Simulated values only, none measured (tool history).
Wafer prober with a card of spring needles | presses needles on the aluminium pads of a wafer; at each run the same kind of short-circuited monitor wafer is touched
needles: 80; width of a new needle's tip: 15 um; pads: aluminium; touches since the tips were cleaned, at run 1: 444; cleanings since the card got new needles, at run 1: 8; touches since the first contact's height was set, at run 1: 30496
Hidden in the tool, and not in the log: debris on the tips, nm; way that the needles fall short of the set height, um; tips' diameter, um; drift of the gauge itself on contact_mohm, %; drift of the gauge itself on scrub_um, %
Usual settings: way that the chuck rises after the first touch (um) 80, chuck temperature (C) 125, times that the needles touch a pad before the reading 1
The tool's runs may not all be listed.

| run | hour | way that the chuck rises after the first touch (um) | chuck temperature (C) | times that the needles touch a pad before the reading | touches since the tips were cleaned | cleanings since the card got new needles | touches since the first contact's height was set | resistance of one needle with its contact and lead (mohm) | way that a needle slides on the pad (um) |
|---|---|---|---|---|---|---|---|---|---|
| 1 | 0 | 80 | 125 | 1 | 444 | 8 | 30496 | 251 | 14.52 |
| 2 | 9.3 | 80 | 125 | 1 | 2108 | 8 | 32160 | 258 | 14.53 |
| 3 | 14.4 | 80 | 125 | 1 | 3007 | 8 | 33059 | 265 | 14.58 |
|  | 17.2 | tips cleaned on abrasive film |
| 4 | 22.9 | 80 | 125 | 1 | 1027 | 9 | 34573 | 250 | 14.63 |
| 5 | 31.7 | 80 | 125 | 2 | 2597 | 9 | 36143 | 257 | 14.45 |
|  | 36.5 | tips cleaned on abrasive film |
| 6 | 41.8 | 80 | 125 | 2 | 949 | 10 | 37918 | 248 | 14.49 |
| 7 | 51.4 | 80 | 125 | 1 | 2661 | 10 | 39630 | 262 | 14.57 |
|  | 56.1 | tips cleaned on abrasive film |
| 8 | 61.2 | 80 | 125 | 2 | 907 | 11 | 41367 | 250 | 14.47 |
| 9 | 67.7 | 80 | 125 | 1 | 2073 | 11 | 42533 | 257 | 14.42 |
| 10 | 74.7 | 80 | 125 | 1 | 3318 | 11 | 43778 | 256 | 14.51 |
|  | 75.6 | tips cleaned on abrasive film |
| 11 | 81.9 | 80 | 125 | 1 | 1129 | 12 | 45048 | 252 | 14.37 |
| 12 | 87.7 | 80 | 125 | 1 | 2158 | 12 | 46077 | 256 | 14.46 |
| 13 | 92.6 | 80 | 125 | 1 | 3039 | 12 | 46958 | 261 | 14.46 |
|  | 95.2 | tips cleaned on abrasive film |
| 14 | 98.1 | 80 | 125 | 1 | 516 | 13 | 47924 | 248 | 14.44 |
| 15 | 109.6 | 80 | 125 | 1 | 2559 | 13 | 49967 | 260 | 14.41 |
|  | 115.2 | tips cleaned on abrasive film |
| 16 | 116 | 80 | 125 | 1 | 151 | 14 | 51102 | 248 | 14.41 |
| 17 | 126.7 | 71 | 125 | 1 | 2055 | 14 | 53006 | 256 | 12.75 |
| 18 | 133.3 | 71 | 125 | 1 | 3242 | 14 | 54193 | 271 | 12.79 |
|  | 134.8 | tips cleaned on abrasive film |
| 19 | 139.4 | 62 | 59 | 1 | 819 | 15 | 55259 | 239 | 11.1 |
| 20 | 150.4 | 76 | 27 | 2 | 2774 | 15 | 57214 | 234 | 13.61 |
|  | 154.4 | tips cleaned on abrasive film |
| 21 | 155.3 | 76 | 27 | 2 | 153 | 16 | 58074 | 226 | 13.63 |
| 22 | 165.2 | 76 | 97 | 2 | 1922 | 16 | 59843 | 245 | 13.6 |
| 23 | 172 | 76 | 97 | 2 | 3135 | 16 | 61056 | 252 | 13.56 |
|  | 173.9 | tips cleaned on abrasive film |
| 24 | 180.6 | 70 | 104 | 3 | 1204 | 17 | 62581 | 240 | 12.46 |
| 25 | 185.9 | 72 | 46 | 3 | 2146 | 17 | 63523 | 234 | 12.87 |
|  | 193.4 | tips cleaned on abrasive film |
| 26 | 194.2 | 74 | 53 | 2 | 156 | 18 | 64993 | 231 | 13.14 |
| 27 | 200.4 | 95 | 73 | 2 | 1264 | 18 | 66101 | 242 | 17.03 |
| 28 | 206.4 | 71 | 63 | 1 | 2334 | 18 | 67171 | 251 | 12.66 |
|  | 212.5 | tips cleaned on abrasive film |
| 29 | 213.9 | 71 | 63 | 1 | 256 | 19 | 68494 | 231 | 12.74 |
| 30 | 223.6 | 89 | 73 | 1 | 1979 | 19 | 70217 | 241 | 15.95 |
|  | 231.9 | tips cleaned on abrasive film |
| 31 | 233.1 | 93 | 125 | 1 | 205 | 20 | 71888 | 245 | 16.61 |
| 32 | 243.4 | 65 | 84 | 1 | 2051 | 20 | 73734 | 256 | 11.45 |
|  | 251.2 | tips cleaned on abrasive film |
| 33 | 255.2 | 92 | 53 | 3 | 704 | 21 | 75821 | 229 | 16.41 |
| 34 | 266.8 | 92 | 53 | 3 | 2769 | 21 | 77886 | 234 | 16.57 |
|  | 270.7 | tips cleaned on abrasive film |
| 35 | 272.9 | 92 | 53 | 3 | 394 | 22 | 78957 | 227 | 16.4 |

Forecast each of these 4 alternatives for the next run:
| A | 283.1 | 96 | 125 | 1 | 2217 | 22 | 80780 | ? | ? |
| B | 283.1 | 80 | 26 | 1 | 2217 | 22 | 80780 | ? | ? |
| C | 283.1 | 65 | 81 | 2 | 2217 | 22 | 80780 | ? | ? |
| D | 283.1 | 78 | 51 | 1 | 2217 | 22 | 80780 | ? | ? |

| run | resistance of one needle with its contact and lead (mohm) | way that a needle slides on the pad (um) |
|---|---|---|
| A | 256 | 17.23 |
| B | 238 | 14.2 |
| C | 247 | 11.51 |
| D | 245 | 13.87 |
Without the tool's hidden state the same runs would have given:
| run | resistance of one needle with its contact and lead (mohm) | way that a needle slides on the pad (um) |
|---|---|---|
| A | 245 | 17.72 |
| B | 222 | 14.69 |
| C | 235 | 12 |
| D | 229 | 14.37 |
